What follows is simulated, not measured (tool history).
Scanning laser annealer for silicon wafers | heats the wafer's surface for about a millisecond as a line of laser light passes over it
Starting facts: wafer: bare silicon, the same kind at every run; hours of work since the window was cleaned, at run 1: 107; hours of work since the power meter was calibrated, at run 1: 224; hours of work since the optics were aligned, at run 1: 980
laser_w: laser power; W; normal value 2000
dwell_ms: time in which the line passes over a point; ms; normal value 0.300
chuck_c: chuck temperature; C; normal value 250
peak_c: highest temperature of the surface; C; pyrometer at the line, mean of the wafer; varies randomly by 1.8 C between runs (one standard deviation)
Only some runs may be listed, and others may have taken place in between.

run	hour	laser_w	dwell_ms	chuck_c	hours of work since the window was cleaned	hours of work since the power meter was calibrated	hours of work since the optics were aligned	peak_c
1	0.0	2000	0.300	250	107	224	980	970
2	9.8	2000	0.300	250	114	231	987	971
3	15.2	2000	0.307	250	118	235	991	978
4	21.4	2000	0.307	260	122	239	995	984
5	29.2	2000	0.307	260	128	245	1001	986
6	36.9	2000	0.300	255	133	250	1006	972
7	45.4	2000	0.297	250	139	256	1012	966
8	52.2	2000	0.297	250	144	261	1017	962
9	58.7	2141	0.300	250	149	265	1021	1011
10	64.6	1948	0.269	270	153	270	1026	933
11	74.6	1849	0.247	224	160	277	1033	831
12	82.6	2139	0.355	236	165	282	1038	1064
13	87.2	2139	0.355	236	169	286	1042	1061
14	93.6	2016	0.300	250	173	290	1046	970
15	99.0	2016	0.300	250	177	294	1050	972
16	104.2	2000	0.379	259	181	298	1054	1062
17	114.9	2000	0.379	259	188	305	1061	1059

4 options for the next run, each taken on its own from the tool as it stands now. Forecast them:
A	122.1	1709	0.211	234	193	310	1066	?
B	122.1	1904	0.216	278	193	310	1066	?
C	122.1	1848	0.264	241	193	310	1066	?
D	122.1	1708	0.342	250	193	310	1066	?

run	peak_c
A	756
B	859
C	864
D	908
Had the tool no hidden state, the same runs would have come out as:
run	peak_c
A	770
B	875
C	881
D	925

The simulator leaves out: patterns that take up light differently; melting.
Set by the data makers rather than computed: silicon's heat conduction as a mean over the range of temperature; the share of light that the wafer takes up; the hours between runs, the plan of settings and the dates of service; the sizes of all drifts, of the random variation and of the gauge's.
